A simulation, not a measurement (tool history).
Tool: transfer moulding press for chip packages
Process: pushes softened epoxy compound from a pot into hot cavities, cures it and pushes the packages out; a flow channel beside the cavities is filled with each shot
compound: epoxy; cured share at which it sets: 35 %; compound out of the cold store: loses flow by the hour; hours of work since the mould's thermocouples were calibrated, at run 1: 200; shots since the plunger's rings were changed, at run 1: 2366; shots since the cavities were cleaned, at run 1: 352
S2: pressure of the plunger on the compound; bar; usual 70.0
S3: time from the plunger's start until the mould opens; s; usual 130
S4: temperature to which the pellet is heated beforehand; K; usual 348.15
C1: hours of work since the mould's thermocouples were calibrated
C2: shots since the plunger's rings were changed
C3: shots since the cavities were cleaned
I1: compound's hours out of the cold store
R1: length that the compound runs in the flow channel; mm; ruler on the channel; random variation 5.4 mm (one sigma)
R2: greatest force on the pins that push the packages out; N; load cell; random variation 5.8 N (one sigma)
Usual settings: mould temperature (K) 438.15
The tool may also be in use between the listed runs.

{"run": 1, "hour": 0.0, "mould temperature (K)": 438.15, "S2": 70.0, "S3": 130, "S4": 348.15, "C1": 200, "C2": 2366, "C3": 352, "I1": 16.0, "R1": 552, "R2": 268}
{"run": 2, "hour": 17.7, "mould temperature (K)": 438.15, "S2": 70.0, "S3": 130, "S4": 348.15, "C1": 213, "C2": 2544, "C3": 530, "I1": 26.9, "R1": 519, "R2": 283}
{"run": 3, "hour": 38.3, "mould temperature (K)": 438.15, "S2": 70.0, "S3": 130, "S4": 352.15, "C1": 228, "C2": 2751, "C3": 737, "I1": 39.2, "R1": 490, "R2": 285}
{"hour": 47.2, "done": "cavities cleaned with cleaning compound and waxed"}
{"run": 4, "hour": 49.0, "mould temperature (K)": 438.15, "S2": 70.0, "S3": 130, "S4": 352.15, "C1": 235, "C2": 2843, "C3": 18, "I1": 9.0, "R1": 558, "R2": 214}
{"run": 5, "hour": 59.7, "mould temperature (K)": 438.15, "S2": 70.0, "S3": 130, "S4": 352.15, "C1": 243, "C2": 2951, "C3": 126, "I1": 28.8, "R1": 511, "R2": 230}
{"run": 6, "hour": 79.5, "mould temperature (K)": 438.15, "S2": 70.0, "S3": 130, "S4": 352.15, "C1": 257, "C2": 3150, "C3": 325, "I1": 11.9, "R1": 545, "R2": 264}
{"hour": 91.8, "done": "plunger's sealing rings changed"}
{"run": 7, "hour": 95.0, "mould temperature (K)": 438.15, "S2": 70.0, "S3": 130, "S4": 352.15, "C1": 267, "C2": 32, "C3": 456, "I1": 14.9, "R1": 585, "R2": 264}
{"run": 8, "hour": 114.5, "mould temperature (K)": 438.15, "S2": 70.0, "S3": 130, "S4": 348.15, "C1": 281, "C2": 228, "C3": 652, "I1": 36.0, "R1": 530, "R2": 300}
{"run": 9, "hour": 126.6, "mould temperature (K)": 438.15, "S2": 70.0, "S3": 130, "S4": 348.15, "C1": 290, "C2": 350, "C3": 774, "I1": 10.5, "R1": 584, "R2": 310}
{"hour": 131.4, "done": "cavities cleaned with cleaning compound and waxed"}
{"run": 10, "hour": 141.4, "mould temperature (K)": 438.15, "S2": 70.0, "S3": 130, "S4": 348.15, "C1": 299, "C2": 484, "C3": 101, "I1": 40.7, "R1": 508, "R2": 226}
{"run": 11, "hour": 160.5, "mould temperature (K)": 432.15, "S2": 70.0, "S3": 130, "S4": 348.15, "C1": 313, "C2": 676, "C3": 293, "I1": 39.3, "R1": 533, "R2": 307}
{"run": 12, "hour": 180.2, "mould temperature (K)": 438.15, "S2": 70.0, "S3": 130, "S4": 348.15, "C1": 328, "C2": 874, "C3": 491, "I1": 47.6, "R1": 499, "R2": 278}
{"run": 13, "hour": 189.9, "mould temperature (K)": 438.15, "S2": 70.0, "S3": 130, "S4": 356.15, "C1": 335, "C2": 972, "C3": 589, "I1": 30.6, "R1": 545, "R2": 284}
{"run": 14, "hour": 210.6, "mould temperature (K)": 438.15, "S2": 70.0, "S3": 130, "S4": 356.15, "C1": 350, "C2": 1180, "C3": 797, "I1": 21.1, "R1": 547, "R2": 294}

The next listed run, before its measurement:
{"hour": 213.0, "done": "cavities cleaned with cleaning compound and waxed"}
{"run": 15, "hour": 222.1, "mould temperature (K)": 433.15, "S2": 78.5, "S3": 130, "S4": 348.15, "C1": 357, "C2": 1281, "C3": 92, "I1": 35.9, "R1": "?", "R2": "?"}

Run 15 gave R1 561 mm, R2 259 N.
Without the tool's hidden state the same run would have given R1 577 mm, R2 241 N.
